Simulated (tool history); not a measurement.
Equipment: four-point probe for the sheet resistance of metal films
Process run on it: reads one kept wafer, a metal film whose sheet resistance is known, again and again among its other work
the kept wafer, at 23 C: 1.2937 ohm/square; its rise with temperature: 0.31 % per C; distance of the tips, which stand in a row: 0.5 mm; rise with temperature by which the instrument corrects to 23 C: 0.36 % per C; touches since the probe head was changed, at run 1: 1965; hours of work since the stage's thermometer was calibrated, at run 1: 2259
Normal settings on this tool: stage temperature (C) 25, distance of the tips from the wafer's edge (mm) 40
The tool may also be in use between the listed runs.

| run | day | stage temperature (C) | distance of the tips from the wafer's edge (mm) | touches since the probe head was changed | hours of work since the stage's thermometer was calibrated | sheet resistance as the instrument gives it (ohm/square) |
|---|---|---|---|---|---|---|
| 1 | 0 | 25 | 40 | 1965 | 2259 | 1.291315 |
| 2 | 0.6 | 25 | 40 | 2172 | 2265 | 1.290783 |
| 3 | 1.638 | 25 | 40 | 2529 | 2275 | 1.291168 |
| 4 | 2.821 | 25 | 45 | 2938 | 2287 | 1.290857 |
| 5 | 4.012 | 25 | 40 | 3349 | 2299 | 1.290968 |
| 6 | 4.825 | 21 | 40 | 3630 | 2307 | 1.293379 |
| 7 | 5.738 | 21 | 40 | 3943 | 2316 | 1.293741 |
| 8 | 6.9 | 21 | 40 | 4344 | 2327 | 1.293761 |
| 9 | 8.017 | 21 | 40 | 4731 | 2338 | 1.293697 |
| 10 | 8.904 | 20 | 40 | 5036 | 2347 | 1.294918 |
| 11 | 10.204 | 28 | 40 | 5484 | 2360 | 1.288601 |
| 12 | 11.629 | 28 | 40 | 5976 | 2374 | 1.289218 |
| 13 | 12.717 | 25 | 40 | 6350 | 2384 | 1.291524 |
| 14 | 13.696 | 25 | 40 | 6689 | 2394 | 1.291229 |
| 15 | 15.038 | 18 | 40 | 7151 | 2407 | 1.295691 |
| 16 | 16.417 | 25 | 40 | 7627 | 2421 | 1.291751 |
| 17 | 17.75 | 25 | 40 | 8087 | 2434 | 1.291244 |
| 18 | 18.846 | 25 | 20 | 8465 | 2445 | 1.291144 |
| 19 | 19.658 | 19 | 40 | 8745 | 2453 | 1.295401 |
| 20 | 20.258 | 19 | 40 | 8953 | 2459 | 1.294884 |
| 21 | 21.675 | 19 | 40 | 9441 | 2473 | 1.29516 |
| 22 | 23.096 | 19 | 40 | 9931 | 2487 | 1.295151 |
| 23 | 24.483 | 19 | 10 | 10409 | 2500 | 1.296941 |
| 24 | 25.671 | 24 | 7 | 10819 | 2512 | 1.295183 |
| 25 | 27.017 | 18 | 36 | 11283 | 2525 | 1.295725 |
| 26 | 27.988 | 18 | 36 | 11617 | 2535 | 1.296164 |
| 27 | 28.804 | 19 | 9 | 11900 | 2543 | 1.296853 |
| 28 | 30.171 | 26 | 64 | 12371 | 2557 | 1.290321 |
| 29 | 31.029 | 26 | 64 | 12667 | 2565 | 1.290955 |
| 30 | 32.067 | 26 | 64 | 13025 | 2575 | 1.289837 |
| 31 | 33.488 | 26 | 64 | 13516 | 2589 | 1.290324 |
| 32 | 34.233 | 26 | 64 | 13772 | 2597 | 1.290853 |
| 33 | 34.862 | 25 | 3 | 13989 | 2603 | 1.310506 |
| 34 | 35.971 | 25 | 4 | 14372 | 2614 | 1.302404 |
| 35 | 37.329 | 19 | 4 | 14839 | 2627 | 1.305877 |
| 36 | 38.321 | 25 | 16 | 15182 | 2637 | 1.291449 |
| 37 | 39.371 | 25 | 16 | 15545 | 2647 | 1.292035 |
| 38 | 40.642 | 23 | 47 | 15982 | 2660 | 1.292393 |
| 39 | 41.825 | 21 | 34 | 16391 | 2671 | 1.293972 |
| 40 | 42.592 | 21 | 34 | 16655 | 2679 | 1.294105 |
| 41 | 43.775 | 23 | 32 | 17063 | 2691 | 1.292955 |
| 42 | 44.942 | 25 | 5 | 17466 | 2702 | 1.297957 |
| 43 | 45.971 | 19 | 30 | 17821 | 2712 | 1.295645 |
| 44 | 46.688 | 19 | 30 | 18068 | 2719 | 1.296082 |

Alternative continuations, all from the tool just after run 44; predict every row:
| A | 47.717 | 21 | 14 | 18422 | 2730 | ? |
| B | 47.717 | 24 | 30 | 18422 | 2730 | ? |
| C | 47.717 | 24 | 26 | 18422 | 2730 | ? |
| D | 47.717 | 30 | 23 | 18422 | 2730 | ? |
| E | 47.717 | 26 | 33 | 18422 | 2730 | ? |

| run | sheet resistance as the instrument gives it (ohm/square) |
|---|---|
| A | 1.295038 |
| B | 1.292074 |
| C | 1.292068 |
| D | 1.288667 |
| E | 1.290551 |
Without the tool's hidden state the same runs would have given:
| run | sheet resistance as the instrument gives it (ohm/square) |
|---|---|
| A | 1.296117 |
| B | 1.293125 |
| C | 1.293119 |
| D | 1.289667 |
| E | 1.291584 |
